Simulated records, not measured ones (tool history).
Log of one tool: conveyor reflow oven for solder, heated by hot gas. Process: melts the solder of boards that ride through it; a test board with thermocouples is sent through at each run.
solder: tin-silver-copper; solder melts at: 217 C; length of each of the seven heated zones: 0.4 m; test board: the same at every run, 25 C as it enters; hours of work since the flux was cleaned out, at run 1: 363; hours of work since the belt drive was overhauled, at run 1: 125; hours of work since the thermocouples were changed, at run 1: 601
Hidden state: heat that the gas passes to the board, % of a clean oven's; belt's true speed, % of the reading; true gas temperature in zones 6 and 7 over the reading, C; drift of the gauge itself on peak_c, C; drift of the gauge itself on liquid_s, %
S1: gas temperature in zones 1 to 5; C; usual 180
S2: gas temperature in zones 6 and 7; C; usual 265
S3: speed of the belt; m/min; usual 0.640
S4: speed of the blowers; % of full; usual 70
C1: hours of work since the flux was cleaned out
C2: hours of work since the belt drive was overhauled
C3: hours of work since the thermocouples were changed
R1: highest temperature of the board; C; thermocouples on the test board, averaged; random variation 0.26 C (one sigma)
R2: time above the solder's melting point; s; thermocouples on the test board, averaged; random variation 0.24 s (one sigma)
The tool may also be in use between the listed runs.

run	day	S1	S2	S3	S4	C1	C2	C3	R1	R2
1	0.000	180	265	0.640	70	363	125	601	250.1	55.9
2	0.258	180	265	0.640	70	366	128	604	249.8	56.0
3	0.479	180	265	0.640	70	369	131	607	249.7	56.8
4	0.767	180	265	0.640	70	372	134	610	250.2	56.5
5	1.092	180	265	0.640	70	376	138	614	250.0	56.4
6	1.325	180	265	0.640	70	378	140	617	249.6	56.6
7	1.633	180	265	0.640	70	382	144	620	249.9	56.5
8	1.912	180	265	0.640	70	385	147	623	249.8	56.4
9	2.175	180	265	0.640	70	388	150	626	249.7	56.6
10	2.575	180	265	0.640	70	393	155	631	250.4	56.3
11	2.938	180	265	0.640	70	397	159	635	250.6	56.1
12	3.167	180	265	0.640	70	400	162	638	249.6	56.1
13	3.496	180	265	0.640	70	403	165	642	250.2	56.5
14	3.712	191	268	0.583	70	406	168	644	256.4	73.2
15	4.071	182	265	0.640	70	410	172	648	250.1	57.5
16	4.296	180	265	0.667	70	413	175	651	248.7	52.4
17	4.654	180	265	0.667	70	417	179	655	248.6	52.1
18	4.950	180	265	0.667	70	420	182	658	248.2	53.1
19	5.162	180	265	0.667	70	423	185	661	248.4	52.3
20	5.475	187	265	0.668	70	426	188	664	249.6	56.3
21	5.833	174	264	0.730	80	430	192	669	244.7	42.5
22	6.142	174	260	0.655	80	434	196	672	244.8	48.8
# day 6.508: flux residue cleaned out of gas plates and filters
23	6.538	174	260	0.655	80	0	198	674	247.4	53.1
24	6.879	188	260	0.655	80	4	202	678	250.0	59.7

The next listed run, before its measurement:
25	7.250	188	260	0.655	80	9	206	683	?	?

{"run 25": {"R1": 249.9, "R2": 59.7}}
Without the tool's hidden state the same run would have given R1 248.9 C, R2 58.9 s.
